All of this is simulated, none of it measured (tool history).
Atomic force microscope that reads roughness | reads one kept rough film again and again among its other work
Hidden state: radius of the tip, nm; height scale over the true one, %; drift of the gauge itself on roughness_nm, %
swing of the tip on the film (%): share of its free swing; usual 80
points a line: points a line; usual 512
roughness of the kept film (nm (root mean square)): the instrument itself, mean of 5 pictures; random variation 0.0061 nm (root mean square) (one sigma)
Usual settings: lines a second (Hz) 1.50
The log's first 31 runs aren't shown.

run	hour	lines a second (Hz)	swing of the tip on the film (%)	points a line	pictures with this tip	hours of work since the height scale was calibrated	roughness of the kept film (nm (root mean square))
32	1126.9	3.04	64	361	175	822	1.038
# hour 1133.4: new tip fitted
33	1162.7	3.04	64	361	50	848	1.122
34	1194.0	3.04	64	361	104	871	1.073
35	1230.0	0.63	73	602	166	897	1.110
# hour 1241.1: new tip fitted
36	1276.4	0.60	80	905	60	930	1.177
37	1313.2	0.60	80	905	123	957	1.123
38	1338.3	2.81	80	512	167	976	0.966
# hour 1349.8: new tip fitted
39	1361.2	2.81	80	512	19	992	1.060
40	1389.3	2.81	80	512	68	1013	1.022
41	1433.9	2.81	80	512	144	1045	0.981
# hour 1456.6: new tip fitted
42	1486.0	1.50	62	427	50	1083	1.168
43	1530.2	0.75	62	476	126	1115	1.136
44	1552.8	1.50	67	593	165	1132	1.082
# hour 1565.0: new tip fitted
45	1592.4	1.10	62	720	47	1160	1.215
46	1635.2	1.57	56	329	121	1191	1.137
# hour 1673.9: new tip fitted
47	1675.8	0.84	61	493	3	1221	1.249
48	1715.6	0.83	56	435	71	1250	1.199
49	1757.9	0.66	82	435	144	1281	1.126
# hour 1774.4: height scale calibrated on a step standard
# hour 1782.4: new tip fitted
50	1787.7	0.66	82	435	9	9	1.189
51	1811.0	0.66	82	435	49	26	1.160

Forecast each of these 3 alternatives for the next run:
A	1840.5	1.50	60	259	100	48	?
B	1840.5	0.66	58	259	100	48	?
C	1840.5	0.66	83	435	100	48	?

run	roughness of the kept film (nm (root mean square))
A	1.097
B	1.109
C	1.104
Without the tool's hidden state the same runs would have given:
run	roughness of the kept film (nm (root mean square))
A	1.176
B	1.190
C	1.184
